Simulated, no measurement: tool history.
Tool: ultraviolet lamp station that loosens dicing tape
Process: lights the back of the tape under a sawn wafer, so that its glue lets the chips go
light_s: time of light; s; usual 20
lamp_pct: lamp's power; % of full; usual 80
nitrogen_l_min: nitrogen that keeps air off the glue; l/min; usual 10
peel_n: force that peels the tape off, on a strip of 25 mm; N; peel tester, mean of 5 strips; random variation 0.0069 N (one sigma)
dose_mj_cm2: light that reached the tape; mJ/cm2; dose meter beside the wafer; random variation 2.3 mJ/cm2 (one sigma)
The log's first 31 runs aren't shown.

run    hour  light_s  lamp_pct  nitrogen_l_min  peel_n  dose_mj_cm2
 32  1750.5       13        93              10   0.407          181
 33  1797.2       36        77              10   0.149          411
 34  1873.6       32        97              17   0.141          449
 35  1946.5       14        84              17   0.339          171
 36  1981.7       14        84              17   0.347          172
 37  2034.6       14        84              17   0.341          174
 38  2108.2       14        84              17   0.350          169
 39  2145.2       14        84              17   0.340          169
 40  2213.9       14        84              17   0.348          174
 41  2286.3       14        84              17   0.353          170

3 ways to go on from here, each from the tool as it stands after run 41. What would each give?
  A  2359.9       13        61               4       ?            ?
  B  2359.9       15        80               5       ?            ?
  C  2359.9       24        80              10       ?            ?

run  peel_n  dose_mj_cm2
  A   1.527          117
  B   0.622          173
  C   0.181          284
Without the tool's hidden state the same runs would have given:
run  peel_n  dose_mj_cm2
  A   1.519          117
  B   0.618          174
  C   0.181          285
